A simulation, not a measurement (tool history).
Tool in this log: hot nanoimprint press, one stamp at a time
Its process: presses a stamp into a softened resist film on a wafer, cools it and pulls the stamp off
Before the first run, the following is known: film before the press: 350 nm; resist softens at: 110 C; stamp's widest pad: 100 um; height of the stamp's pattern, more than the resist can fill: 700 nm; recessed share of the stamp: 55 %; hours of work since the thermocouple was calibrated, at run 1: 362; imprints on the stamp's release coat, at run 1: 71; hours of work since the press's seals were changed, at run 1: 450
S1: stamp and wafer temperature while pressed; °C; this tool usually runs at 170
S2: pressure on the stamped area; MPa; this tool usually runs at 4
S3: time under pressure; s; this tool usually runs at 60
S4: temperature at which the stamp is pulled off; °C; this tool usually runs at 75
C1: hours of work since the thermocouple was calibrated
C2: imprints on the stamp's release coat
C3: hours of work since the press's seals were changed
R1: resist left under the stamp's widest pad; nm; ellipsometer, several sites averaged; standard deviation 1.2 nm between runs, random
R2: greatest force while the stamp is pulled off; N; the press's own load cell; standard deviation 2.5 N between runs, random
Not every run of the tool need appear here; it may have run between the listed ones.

run,hour,S1,S2,S3,S4,C1,C2,C3,R1,R2
1,0,170,4,60,75,362,71,450,189.2,238
2,48.1,170,4,60,75,387,270,475,190.2,244
3,97.2,170,5.94,60,75,412,472,500,162.7,249
4,132.9,170,4,60,75,431,620,519,190.6,251
# hour 162.6: stamp cleaned and given a new release coat
5,169.7,170,4,60,75,446,30,535,191.4,235
# hour 192.3: press's hydraulic seals changed and the load cell set to zero
6,207.5,170,4,60,75,462,153,8,189.1,243
7,236.4,170,4,60,75,477,272,23,190.3,247
8,276.4,170,4,60,75,497,437,43,189.7,245
9,331.3,170,4,60,75,526,664,72,192.5,253
# hour 351.4: stamp cleaned and given a new release coat
10,393,170,4.45,65,66,554,171,101,176.5,301
11,437.4,171,4.45,65,66,577,354,123,171.3,313
# hour 458: plate thermocouple calibrated
12,475.8,167,3.75,83,76,9,501,142,200,238
# hour 532.3: stamp cleaned and given a new release coat
13,538.5,167,3.75,83,76,38,25,171,200.8,226
14,576.4,167,3.75,83,76,58,182,191,199,227
15,631,170,4,60,65,86,407,219,185.3,316
16,668.9,166,4,60,71,106,564,238,229.2,275

3 ways to go on from here, each from the tool as it stands after run 16. What would each give?
# hour 709.8: stamp cleaned and given a new release coat
A,709.8,166,4.48,95,66,124,0,256,?,?
# hour 709.8: stamp cleaned and given a new release coat
B,709.8,166,4.72,51,79,124,0,256,?,?
# hour 709.8: stamp cleaned and given a new release coat
C,709.8,161,4,60,75,124,0,256,?,?

run,R1,R2
A,189.9,292
B,229,207
C,281.9,233
Without the tool's unlogged condition, the same runs would have read:
run,R1,R2
A,186.9,290
B,225.9,206
C,279.4,231
